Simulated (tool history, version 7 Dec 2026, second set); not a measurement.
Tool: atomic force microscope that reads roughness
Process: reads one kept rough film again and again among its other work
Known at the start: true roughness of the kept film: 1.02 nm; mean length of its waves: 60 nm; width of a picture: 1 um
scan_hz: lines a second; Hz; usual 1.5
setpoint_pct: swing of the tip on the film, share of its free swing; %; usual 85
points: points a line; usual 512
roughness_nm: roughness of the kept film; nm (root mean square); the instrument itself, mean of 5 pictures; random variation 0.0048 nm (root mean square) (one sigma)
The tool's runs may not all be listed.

run	hour	scan_hz	setpoint_pct	points	roughness_nm
1	0	1.5	85	512	0.838
2	37	1.5	85	1001	0.826
3	102	1.5	85	512	0.843
4	140.7	1.5	80	512	0.864
5	191.8	1.5	80	512	0.872
6	235	1.5	80	512	0.868
7	276.1	3.69	80	512	0.73
8	349.7	0.52	80	512	0.953
9	409.8	0.52	80	512	0.957
10	441.6	1.5	65	512	0.94
11	472.9	1.5	65	512	0.949
12	536.5	1.5	65	512	0.939
13	573	1.01	85	512	0.88
14	644.6	1.5	59	512	0.958
15	702.4	1.5	59	512	0.967
16	748.3	1.07	85	512	0.874
17	810.4	0.81	85	512	0.903
18	871.8	2.05	85	512	0.781
19	908.6	2.05	85	512	0.797
20	942.2	2.05	85	512	0.789
21	984.6	2.05	85	512	0.792
22	1048.1	1.5	85	573	0.836
23	1122.3	1.5	68	573	0.924
24	1162	1.5	85	512	0.841
25	1212	1.5	85	512	0.837
26	1266.6	1.5	85	512	0.839
27	1338.1	3.02	57	783	0.927
28	1390.7	1.5	85	391	0.838
29	1465.1	1.5	85	391	0.842
30	1503	1.5	84	461	0.85
31	1566.9	1.5	84	461	0.845
32	1615.8	0.52	66	461	0.984
33	1681.7	0.78	59	989	0.993
34	1711.9	1.5	80	275	0.873
35	1748.1	1.5	80	275	0.862
36	1803.8	1.33	80	275	0.879
37	1850	0.69	63	260	0.974
38	1908.6	0.69	63	260	0.981
39	1973.1	0.69	63	260	0.971
40	2017.9	0.69	59	382	0.979
41	2065.9	1.51	61	512	0.963
42	2100.5	1.07	88	650	0.864
43	2165.3	1.87	88	596	0.777
44	2238.7	1.87	88	596	0.785
45	2296.8	2.03	72	531	0.882
46	2357.4	0.76	71	815	0.957
47	2425.4	1.5	68	512	0.931
48	2457.4	3.11	85	848	0.705
49	2507.9	3.11	63	961	0.898
50	2543.1	0.79	57	276	0.985

Taken out of this log: 15 entries between the listed runs. Where each belongs, and how the hidden state differs across it:
Between runs 2 and 3: new tip fitted (hour 98.6)
  radius of the tip, nm: 12.1 -> 10.1; height scale over the true one, %: 0.07 -> 0.08
Between runs 6 and 7: new tip fitted (hour 269.4)
  radius of the tip, nm: 12.4 -> 10.2
Between runs 9 and 10: new tip fitted (hour 438.4)
  radius of the tip, nm: 12.8 -> 10.1
Between runs 13 and 14: new tip fitted (hour 605.3)
  radius of the tip, nm: 12.5 -> 10.9; height scale over the true one, %: 0.09 -> 0.1
Between runs 16 and 17: new tip fitted (hour 775.7)
  radius of the tip, nm: 12.8 -> 10.7
Between runs 19 and 20: new tip fitted (hour 942.2)
  radius of the tip, nm: 12.6 -> 10; height scale over the true one, %: 0.1 -> 0.11
Between runs 22 and 23: new tip fitted (hour 1112.4)
  radius of the tip, nm: 12 -> 10.3
Between runs 26 and 27: new tip fitted (hour 1279.7)
  radius of the tip, nm: 13.1 -> 11.1
Between runs 28 and 29: new tip fitted (hour 1448.6)
  radius of the tip, nm: 12.1 -> 10.4
Between runs 31 and 32: new tip fitted (hour 1615.7)
  radius of the tip, nm: 12.3 -> 10.1
Between runs 35 and 36: new tip fitted (hour 1786.9)
  radius of the tip, nm: 12.6 -> 10.4
Between runs 38 and 39: new tip fitted (hour 1955.5)
  radius of the tip, nm: 12.4 -> 10.3
Between runs 42 and 43: new tip fitted (hour 2123.6)
  radius of the tip, nm: 12.8 -> 10.8; height scale over the true one, %: 0.14 -> 0.15
Between runs 44 and 45: new tip fitted (hour 2290.6)
  radius of the tip, nm: 12.2 -> 10.2
Between runs 47 and 48: new tip fitted (hour 2457.4)
  radius of the tip, nm: 12.5 -> 10
